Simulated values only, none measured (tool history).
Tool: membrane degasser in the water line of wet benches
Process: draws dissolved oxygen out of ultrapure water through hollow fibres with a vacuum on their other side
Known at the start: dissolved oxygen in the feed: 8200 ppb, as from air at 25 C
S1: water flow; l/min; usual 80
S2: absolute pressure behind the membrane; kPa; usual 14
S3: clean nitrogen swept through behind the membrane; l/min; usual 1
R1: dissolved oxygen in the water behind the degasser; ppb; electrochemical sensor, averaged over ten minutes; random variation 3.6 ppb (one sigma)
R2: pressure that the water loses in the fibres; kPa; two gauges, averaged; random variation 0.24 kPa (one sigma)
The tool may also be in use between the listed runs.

| run | hour | S1 | S2 | S3 | R1 | R2 |
|---|---|---|---|---|---|---|
| 1 | 0 | 80 | 14 | 1 | 1478.5 | 62.09 |
| 2 | 51.3 | 80 | 14 | 1 | 1492.9 | 62.27 |
| 3 | 88.2 | 80 | 14 | 1 | 1478.4 | 62.13 |
| 4 | 140.9 | 80 | 14 | 1 | 1479.7 | 62.14 |
| 5 | 187.2 | 80 | 14 | 1 | 1486.2 | 61.89 |
| 6 | 243.4 | 80 | 14 | 1 | 1483.5 | 62.05 |
| 7 | 283.2 | 80 | 14 | 1 | 1478.3 | 62.19 |
| 8 | 315.4 | 80 | 14 | 1 | 1482.7 | 61.98 |
| 9 | 372.1 | 80 | 14 | 1 | 1485 | 62.19 |
| 10 | 417.3 | 80 | 14 | 1 | 1479 | 62.21 |
| 11 | 462.1 | 80 | 14 | 1 | 1482.6 | 61.76 |
| 12 | 491.7 | 80 | 14 | 1 | 1484.6 | 62.27 |
| 13 | 539.2 | 80 | 14 | 1 | 1492 | 62.1 |
| 14 | 584.1 | 71 | 11.1 | 2.9 | 574.9 | 54.62 |
|  | 588.9 | vacuum gauge calibrated |
| 15 | 608 | 103 | 26.8 | 1.66 | 2392.4 | 80.13 |
| 16 | 653.3 | 93 | 16.1 | 1.66 | 1479.7 | 72.28 |
| 17 | 704.2 | 93 | 16.1 | 1.66 | 1476.3 | 72.59 |
| 18 | 741.5 | 65 | 10.5 | 1.74 | 669.9 | 50.82 |
|  | 772.6 | vacuum gauge calibrated, once more |
| 19 | 776.3 | 65 | 10.5 | 1.74 | 650 | 50.58 |
| 20 | 804.2 | 67 | 12.9 | 1.93 | 778.2 | 51.95 |

Run 21 comes next. What will it give?
| 21 | 861.6 | 73 | 32 | 1 | ? | ? |

Run 21 gave R1 2790.9 ppb, R2 56.48 kPa.
Without the tool's hidden state the same run would have given R1 2789.8 ppb, R2 56.19 kPa.
